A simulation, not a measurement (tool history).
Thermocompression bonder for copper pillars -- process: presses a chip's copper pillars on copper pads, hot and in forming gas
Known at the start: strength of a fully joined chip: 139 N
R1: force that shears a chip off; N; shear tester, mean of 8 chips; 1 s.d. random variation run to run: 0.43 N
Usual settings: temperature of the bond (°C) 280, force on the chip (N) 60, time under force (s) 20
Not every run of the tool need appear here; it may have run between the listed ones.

{"run": 1, "hour": 0.0, "temperature of the bond (°C)": 280, "force on the chip (N)": 60, "time under force (s)": 20, "R1": 82.6}
{"hour": 5.5, "done": "forming gas filter changed"}
{"run": 2, "hour": 11.7, "temperature of the bond (°C)": 280, "force on the chip (N)": 60, "time under force (s)": 29, "R1": 95.7}
{"run": 3, "hour": 19.0, "temperature of the bond (°C)": 280, "force on the chip (N)": 60, "time under force (s)": 20, "R1": 85.7}
{"run": 4, "hour": 24.6, "temperature of the bond (°C)": 280, "force on the chip (N)": 60, "time under force (s)": 20, "R1": 85.6}
{"run": 5, "hour": 31.1, "temperature of the bond (°C)": 280, "force on the chip (N)": 60, "time under force (s)": 20, "R1": 85.9}
{"run": 6, "hour": 40.0, "temperature of the bond (°C)": 280, "force on the chip (N)": 69, "time under force (s)": 20, "R1": 94.7}
{"run": 7, "hour": 44.9, "temperature of the bond (°C)": 280, "force on the chip (N)": 69, "time under force (s)": 20, "R1": 94.4}
{"run": 8, "hour": 56.2, "temperature of the bond (°C)": 287, "force on the chip (N)": 69, "time under force (s)": 20, "R1": 98.8}
{"run": 9, "hour": 65.5, "temperature of the bond (°C)": 264, "force on the chip (N)": 60, "time under force (s)": 20, "R1": 75.3}
{"run": 10, "hour": 75.7, "temperature of the bond (°C)": 264, "force on the chip (N)": 60, "time under force (s)": 38, "R1": 91.4}
{"run": 11, "hour": 81.2, "temperature of the bond (°C)": 280, "force on the chip (N)": 60, "time under force (s)": 20, "R1": 86.1}
{"run": 12, "hour": 92.8, "temperature of the bond (°C)": 280, "force on the chip (N)": 60, "time under force (s)": 20, "R1": 84.7}
{"run": 13, "hour": 97.9, "temperature of the bond (°C)": 280, "force on the chip (N)": 60, "time under force (s)": 20, "R1": 85.7}
{"run": 14, "hour": 103.1, "temperature of the bond (°C)": 280, "force on the chip (N)": 60, "time under force (s)": 20, "R1": 85.5}
{"run": 15, "hour": 111.6, "temperature of the bond (°C)": 280, "force on the chip (N)": 60, "time under force (s)": 27, "R1": 93.7}
{"run": 16, "hour": 121.6, "temperature of the bond (°C)": 280, "force on the chip (N)": 60, "time under force (s)": 27, "R1": 93.4}
{"run": 17, "hour": 126.4, "temperature of the bond (°C)": 280, "force on the chip (N)": 60, "time under force (s)": 27, "R1": 92.8}
{"run": 18, "hour": 134.6, "temperature of the bond (°C)": 293, "force on the chip (N)": 60, "time under force (s)": 17, "R1": 89.3}
{"run": 19, "hour": 140.2, "temperature of the bond (°C)": 303, "force on the chip (N)": 60, "time under force (s)": 20, "R1": 99.5}
{"run": 20, "hour": 148.4, "temperature of the bond (°C)": 303, "force on the chip (N)": 64, "time under force (s)": 15, "R1": 96.2}
{"run": 21, "hour": 153.8, "temperature of the bond (°C)": 280, "force on the chip (N)": 64, "time under force (s)": 20, "R1": 89.4}
{"run": 22, "hour": 160.4, "temperature of the bond (°C)": 280, "force on the chip (N)": 90, "time under force (s)": 20, "R1": 108.7}
{"hour": 162.9, "done": "force cell calibrated"}
{"run": 23, "hour": 172.6, "temperature of the bond (°C)": 285, "force on the chip (N)": 69, "time under force (s)": 20, "R1": 96.4}
{"run": 24, "hour": 181.6, "temperature of the bond (°C)": 285, "force on the chip (N)": 69, "time under force (s)": 20, "R1": 96.4}
{"hour": 191.4, "done": "force cell calibrated, once more"}
{"run": 25, "hour": 193.2, "temperature of the bond (°C)": 280, "force on the chip (N)": 40, "time under force (s)": 15, "R1": 56.4}
{"run": 26, "hour": 203.2, "temperature of the bond (°C)": 256, "force on the chip (N)": 50, "time under force (s)": 12, "R1": 49.9}
{"run": 27, "hour": 208.4, "temperature of the bond (°C)": 299, "force on the chip (N)": 60, "time under force (s)": 20, "R1": 98.0}
{"run": 28, "hour": 217.3, "temperature of the bond (°C)": 260, "force on the chip (N)": 60, "time under force (s)": 18, "R1": 71.0}
{"run": 29, "hour": 224.9, "temperature of the bond (°C)": 254, "force on the chip (N)": 60, "time under force (s)": 18, "R1": 66.8}
{"run": 30, "hour": 232.7, "temperature of the bond (°C)": 280, "force on the chip (N)": 60, "time under force (s)": 41, "R1": 103.5}
{"run": 31, "hour": 238.3, "temperature of the bond (°C)": 276, "force on the chip (N)": 60, "time under force (s)": 18, "R1": 80.3}
{"run": 32, "hour": 248.8, "temperature of the bond (°C)": 284, "force on the chip (N)": 53, "time under force (s)": 21, "R1": 82.4}

Subtracting, for every run, the result it would have given without the tool's unlogged condition from the measured result gives the following. The same run-to-run variation enters both numbers; the gauge's scatter may not:
Unlogged tool condition in this case: true temperature of the bond over the reading, C; force that reaches the chip, % of what is set; oxide that the forming gas leaves, % of the face; drift of the gauge itself on shear_n, %.
run=1 R1=+0.2
run=2 R1=+3.6
run=3 R1=+3.6
run=4 R1=+3.6
run=5 R1=+3.6
run=6 R1=+3.4
run=7 R1=+3.4
run=8 R1=+3.2
run=9 R1=+3.7
run=10 R1=+3.7
run=11 R1=+3.4
run=12 R1=+3.3
run=13 R1=+3.4
run=14 R1=+3.3
run=15 R1=+3.2
run=16 R1=+3.2
run=17 R1=+3.2
run=18 R1=+3.0
run=19 R1=+2.5
run=20 R1=+2.6
run=21 R1=+3.1
run=22 R1=+2.4
run=23 R1=+2.1
run=24 R1=+2.1
run=25 R1=+3.5
run=26 R1=+3.6
run=27 R1=+3.2
run=28 R1=+4.2
run=29 R1=+4.2
run=30 R1=+3.2
run=31 R1=+3.8
run=32 R1=+3.7
